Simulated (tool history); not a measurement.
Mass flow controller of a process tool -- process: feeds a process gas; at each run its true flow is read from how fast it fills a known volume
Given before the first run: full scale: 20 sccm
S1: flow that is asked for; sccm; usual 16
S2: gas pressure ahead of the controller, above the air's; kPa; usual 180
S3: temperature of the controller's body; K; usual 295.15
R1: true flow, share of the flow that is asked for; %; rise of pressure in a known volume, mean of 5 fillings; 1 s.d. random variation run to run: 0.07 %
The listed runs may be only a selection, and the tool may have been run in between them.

run	hour	S1	S2	S3	R1
1	0	16	180	295.15	99.51
2	74	6	180	295.15	98.4
3	135.8	6	180	305.15	99
4	175.7	16	180	295.15	99.46
5	233.3	16	180	295.15	99.42
6	281.1	16	180	295.15	99.42
7	346.4	16	180	295.15	99.53
8	398.7	16	180	295.15	99.53
9	451.1	16	180	303.15	99.94
10	491.1	16	180	303.15	100.04
11	566.5	16	176	303.15	99.89
12	598.6	16	176	303.15	99.92
13	643.1	16	180	310.15	100.29
14	696.2	16	180	310.15	100.4
15	764.9	3	180	303.15	99.28
16	826.9	3	167	297.15	98.97
17	862.9	7	252	298.15	99.18
18	903.3	7	252	298.15	99.02
19	942.8	7	195	298.15	98.76
20	975.8	7	195	298.15	98.81
21	1047.8	3	262	301.15	99.69
22	1113.1	3	145	295.15	98.65
23	1154.5	17	167	305.15	100.13
24	1197.3	17	167	305.15	100.02
25	1255.9	2	147	294.15	99.4
26	1292.3	2	147	294.15	99.46
27	1363.6	2	147	294.15	99.46

Had the tool no unlogged condition, and each run kept its random variation, what would the results have been?
Unlogged tool condition in this case: flow at rest that the sensor doesn't see, % of full scale; true flow over the shown one, %; drift of the gauge itself on true_pct, %.
run	R1
1	99.21
2	97.79
3	98.38
4	99.16
5	99.12
6	99.13
7	99.24
8	99.24
9	99.64
10	99.75
11	99.6
12	99.62
13	100
14	100.11
15	97.89
16	97.56
17	98.56
18	98.39
19	98.13
20	98.17
21	98.19
22	97.12
23	99.87
24	99.75
25	97.01
26	97.04
27	97
